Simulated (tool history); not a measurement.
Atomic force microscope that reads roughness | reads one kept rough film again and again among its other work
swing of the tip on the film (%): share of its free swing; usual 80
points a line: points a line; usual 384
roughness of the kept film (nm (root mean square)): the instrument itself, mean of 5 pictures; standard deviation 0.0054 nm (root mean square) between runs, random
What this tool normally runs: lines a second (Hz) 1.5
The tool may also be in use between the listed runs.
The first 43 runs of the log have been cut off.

| run | hour | lines a second (Hz) | swing of the tip on the film (%) | points a line | roughness of the kept film (nm (root mean square)) |
|---|---|---|---|---|---|
|  | 1636.5 | new tip fitted |
| 44 | 1660 | 2.31 | 85 | 344 | 0.829 |
| 45 | 1704.8 | 2.31 | 85 | 344 | 0.826 |
|  | 1755.9 | new tip fitted |
| 46 | 1763 | 2.31 | 85 | 275 | 0.832 |
| 47 | 1803.6 | 1.11 | 85 | 663 | 0.901 |
| 48 | 1841.4 | 1.11 | 85 | 663 | 0.898 |
|  | 1874.8 | new tip fitted |
| 49 | 1879.3 | 0.82 | 85 | 848 | 0.929 |
| 50 | 1913.5 | 1.4 | 73 | 765 | 0.923 |
| 51 | 1945.9 | 1.4 | 73 | 765 | 0.935 |
|  | 1993.6 | new tip fitted |
| 52 | 1999.2 | 0.95 | 80 | 679 | 0.923 |

Predict each of these 4 candidate next runs independently; none follows another, all start after run 52:
| A | 2025.3 | 2.02 | 80 | 683 | ? |
| B | 2025.3 | 0.94 | 81 | 679 | ? |
| C | 2025.3 | 2.55 | 80 | 961 | ? |
| D | 2025.3 | 0.85 | 84 | 540 | ? |

| run | roughness of the kept film (nm (root mean square)) |
|---|---|
| A | 0.875 |
| B | 0.914 |
| C | 0.85 |
| D | 0.914 |
Stripped of hidden state, with their random variation kept, the same runs would have yielded:
| run | roughness of the kept film (nm (root mean square)) |
|---|---|
| A | 0.876 |
| B | 0.916 |
| C | 0.851 |
| D | 0.915 |

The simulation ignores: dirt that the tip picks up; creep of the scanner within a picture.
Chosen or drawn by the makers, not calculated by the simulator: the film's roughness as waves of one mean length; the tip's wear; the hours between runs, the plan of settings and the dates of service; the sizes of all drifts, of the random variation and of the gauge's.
